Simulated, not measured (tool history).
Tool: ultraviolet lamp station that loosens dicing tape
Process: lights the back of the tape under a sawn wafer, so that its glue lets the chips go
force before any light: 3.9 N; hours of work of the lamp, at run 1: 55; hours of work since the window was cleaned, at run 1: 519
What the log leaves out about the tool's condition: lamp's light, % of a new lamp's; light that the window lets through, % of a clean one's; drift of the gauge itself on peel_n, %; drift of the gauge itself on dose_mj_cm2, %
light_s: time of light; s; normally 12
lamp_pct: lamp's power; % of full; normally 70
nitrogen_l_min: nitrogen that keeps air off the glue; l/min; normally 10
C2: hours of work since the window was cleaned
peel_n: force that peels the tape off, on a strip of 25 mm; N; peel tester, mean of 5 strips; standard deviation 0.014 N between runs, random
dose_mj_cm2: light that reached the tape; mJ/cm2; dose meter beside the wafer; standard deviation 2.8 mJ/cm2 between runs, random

run 1 day=0.000 | light_s=12 lamp_pct=70 nitrogen_l_min=10 | hours_of_work_of_the_lamp=55 C2=519 | peel_n=0.676 dose_mj_cm2=406
run 2 day=0.808 | light_s=12 lamp_pct=70 nitrogen_l_min=10 | hours_of_work_of_the_lamp=67 C2=530 | peel_n=0.643 dose_mj_cm2=407
run 3 day=2.271 | light_s=12 lamp_pct=70 nitrogen_l_min=10 | hours_of_work_of_the_lamp=87 C2=551 | peel_n=0.692 dose_mj_cm2=407
run 4 day=3.467 | light_s=12 lamp_pct=70 nitrogen_l_min=11 | hours_of_work_of_the_lamp=104 C2=568 | peel_n=0.627 dose_mj_cm2=403
run 5 day=4.417 | light_s=12 lamp_pct=63 nitrogen_l_min=11 | hours_of_work_of_the_lamp=117 C2=581 | peel_n=0.745 dose_mj_cm2=363
-- day=4.792 window cleaned of glue's vapour
run 6 day=5.454 | light_s=12 lamp_pct=63 nitrogen_l_min=11 | hours_of_work_of_the_lamp=132 C2=9 | peel_n=0.728 dose_mj_cm2=364
run 7 day=6.354 | light_s=12 lamp_pct=70 nitrogen_l_min=10 | hours_of_work_of_the_lamp=144 C2=22 | peel_n=0.668 dose_mj_cm2=404
run 8 day=7.821 | light_s=18 lamp_pct=70 nitrogen_l_min=10 | hours_of_work_of_the_lamp=165 C2=43 | peel_n=0.350 dose_mj_cm2=610
run 9 day=8.679 | light_s=18 lamp_pct=70 nitrogen_l_min=10 | hours_of_work_of_the_lamp=177 C2=55 | peel_n=0.369 dose_mj_cm2=603
run 10 day=9.688 | light_s=18 lamp_pct=70 nitrogen_l_min=10 | hours_of_work_of_the_lamp=191 C2=69 | peel_n=0.374 dose_mj_cm2=600
run 11 day=10.800 | light_s=18 lamp_pct=70 nitrogen_l_min=10 | hours_of_work_of_the_lamp=207 C2=84 | peel_n=0.370 dose_mj_cm2=605
run 12 day=12.225 | light_s=6 lamp_pct=70 nitrogen_l_min=10 | hours_of_work_of_the_lamp=227 C2=104 | peel_n=1.520 dose_mj_cm2=200

Predict the results of run 13:
run 13 day=13.246 | light_s=15 lamp_pct=75 nitrogen_l_min=12 | hours_of_work_of_the_lamp=241 C2=119 | peel_n=? dose_mj_cm2=?

{"run 13": {"peel_n": 0.383, "dose_mj_cm2": 542}}
Without the tool's hidden state the same run would have given peel_n 0.383 N, dose_mj_cm2 542 mJ/cm2.
